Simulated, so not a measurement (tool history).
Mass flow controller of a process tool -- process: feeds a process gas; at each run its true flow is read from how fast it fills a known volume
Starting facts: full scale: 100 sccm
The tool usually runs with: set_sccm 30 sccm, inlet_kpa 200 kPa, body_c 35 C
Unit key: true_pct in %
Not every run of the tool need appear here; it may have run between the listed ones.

run	day	set_sccm	inlet_kpa	body_c	true_pct
1	0	30	200	35	98.22
2	2.412	30	219	35	98.24
3	6.042	30	219	35	98.28
4	9.896	30	200	35	98.31
5	12.242	30	264	35	97.86
6	15.196	30	264	35	97.96
7	17.758	26	200	35	97.99
8	20.112	26	200	35	97.85
9	23.108	30	202	35	98.26
10	25.4	30	202	35	98.12
11	27.454	30	202	35	98.12
12	29.558	30	200	35	97.98
13	32.338	30	200	35	98.03
14	35.312	30	200	35	97.99
15	37.071	30	258	35	97.82
16	40.675	30	258	35	97.83
17	44.142	30	200	35	97.83
18	47.067	30	177	35	98.14
19	49.875	20	200	35	97.27
20	53.5	20	200	31	97.25
21	56.217	30	200	35	97.87
22	58.838	30	200	32	97.77
23	61.038	30	200	32	97.8
24	63.571	30	200	35	97.78
25	66.117	30	200	35	97.85
26	68.438	46	253	28	98.07
27	70.908	16	200	35	96.77
28	74.4	41	160	22	97.97
29	77.033	38	187	35	98.04
30	80.504	53	167	25	98.42
31	82.904	26	225	37	97.49
32	85.267	26	225	37	97.32
33	87.008	51	216	24	98.12
34	88.846	46	227	35	98.12
35	91.725	46	227	35	98.12
36	95.042	80	222	28	99.03
37	98.508	99	200	35	99.71
38	100.8	11	185	35	95.38
39	102.988	11	185	35	95.31
40	104.721	51	217	35	98.27
41	107.283	37	263	37	97.61
42	110.158	30	151	20	97.06
43	112.542	60	151	24	98.34
44	116.138	54	190	22	98
45	118.412	54	190	20	98.02
46	120.796	54	190	20	98.11
47	124.475	54	190	20	98.09

Difference, measured minus no-hidden-state, one row per run. Run-to-run variation is common to both terms; the gauge's own scatter need not be:
Unlogged tool condition in this case: flow at rest that the sensor doesn't see, % of full scale; true flow over the shown one, %; drift of the gauge itself on true_pct, %.
run	true_pct
1	-0.37
2	-0.39
3	-0.42
4	-0.45
5	-0.47
6	-0.49
7	-0.58
8	-0.61
9	-0.55
10	-0.57
11	-0.58
12	-0.6
13	-0.62
14	-0.64
15	-0.66
16	-0.68
17	-0.71
18	-0.73
19	-1.09
20	-1.14
21	-0.81
22	-0.82
23	-0.84
24	-0.86
25	-0.88
26	-0.62
27	-1.62
28	-0.72
29	-0.79
30	-0.62
31	-1.14
32	-1.16
33	-0.67
34	-0.74
35	-0.75
36	-0.5
37	-0.45
38	-2.87
39	-2.91
40	-0.76
41	-1
42	-1.23
43	-0.71
44	-0.78
45	-0.8
46	-0.81
47	-0.83
